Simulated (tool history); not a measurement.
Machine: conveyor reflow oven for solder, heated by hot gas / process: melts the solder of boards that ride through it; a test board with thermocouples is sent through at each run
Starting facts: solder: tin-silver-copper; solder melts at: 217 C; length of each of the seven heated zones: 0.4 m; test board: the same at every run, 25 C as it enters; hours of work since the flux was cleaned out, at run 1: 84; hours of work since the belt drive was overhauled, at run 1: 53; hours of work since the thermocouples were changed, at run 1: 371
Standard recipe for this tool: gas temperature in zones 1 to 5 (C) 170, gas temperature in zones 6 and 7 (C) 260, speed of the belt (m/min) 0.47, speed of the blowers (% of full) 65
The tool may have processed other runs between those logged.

| run | hour | gas temperature in zones 1 to 5 (C) | gas temperature in zones 6 and 7 (C) | speed of the belt (m/min) | speed of the blowers (% of full) | hours of work since the flux was cleaned out | hours of work since the belt drive was overhauled | hours of work since the thermocouples were changed | highest temperature of the board (C) | time above the solder's melting point (s) |
|---|---|---|---|---|---|---|---|---|---|---|
| 1 | 0 | 170 | 260 | 0.47 | 65 | 84 | 53 | 371 | 249.23 | 74.1 |
| 2 | 4.6 | 170 | 260 | 0.47 | 65 | 87 | 56 | 374 | 249.35 | 73.9 |
| 3 | 13 | 170 | 260 | 0.47 | 65 | 93 | 61 | 379 | 249.42 | 73.7 |
| 4 | 18.6 | 170 | 260 | 0.47 | 65 | 96 | 65 | 383 | 249.28 | 74 |
| 5 | 26.8 | 170 | 260 | 0.47 | 58 | 102 | 70 | 388 | 248.05 | 72 |
| 6 | 35.3 | 185 | 260 | 0.47 | 65 | 107 | 75 | 394 | 251.3 | 83.2 |
| 7 | 40.4 | 170 | 260 | 0.47 | 78 | 111 | 79 | 397 | 251.25 | 76.7 |
| 8 | 47.9 | 170 | 260 | 0.503 | 65 | 116 | 84 | 402 | 247.56 | 66.5 |
| 9 | 55.6 | 170 | 260 | 0.503 | 65 | 121 | 89 | 407 | 247.53 | 66.5 |
| 10 | 63.8 | 170 | 260 | 0.503 | 65 | 126 | 94 | 412 | 247.6 | 66.4 |
| 11 | 69.8 | 170 | 260 | 0.503 | 65 | 130 | 98 | 416 | 247.59 | 66.3 |
| 12 | 77.8 | 170 | 260 | 0.472 | 65 | 135 | 103 | 421 | 249.16 | 73.6 |
| 13 | 84.5 | 184 | 260 | 0.47 | 65 | 139 | 108 | 426 | 251.26 | 82.7 |
| 14 | 91.4 | 170 | 260 | 0.47 | 54 | 144 | 112 | 430 | 247.24 | 70.4 |
| 15 | 98.5 | 170 | 275 | 0.47 | 65 | 148 | 117 | 435 | 263.11 | 85 |
| 16 | 107.5 | 170 | 275 | 0.472 | 65 | 154 | 122 | 441 | 262.93 | 84.5 |
| 17 | 115.4 | 158 | 260 | 0.47 | 62 | 159 | 128 | 446 | 247 | 66.1 |
| 18 | 124.4 | 158 | 274 | 0.462 | 75 | 165 | 133 | 452 | 263.07 | 82.1 |
| 19 | 133.3 | 180 | 260 | 0.509 | 65 | 171 | 139 | 457 | 248.63 | 71.2 |
|  | 139.2 | flux residue cleaned out of gas plates and filters |
| 20 | 145.9 | 177 | 260 | 0.472 | 55 | 4 | 144 | 462 | 248.81 | 75.6 |
| 21 | 152.2 | 157 | 271 | 0.47 | 65 | 8 | 148 | 466 | 258.33 | 76.7 |
| 22 | 158.7 | 157 | 271 | 0.47 | 65 | 13 | 153 | 471 | 258.29 | 76.7 |
| 23 | 167.6 | 170 | 253 | 0.47 | 65 | 18 | 158 | 476 | 243.53 | 68.1 |

For run 24, what comes out?
| 24 | 175.3 | 170 | 253 | 0.47 | 59 | 23 | 163 | 481 | ? | ? |

Logged for run 24: highest temperature of the board (C) 242.42, time above the solder's melting point (s) 65.9.
Without the tool's hidden state the same run would have given highest temperature of the board (C) 241.45, time above the solder's melting point (s) 64.6.
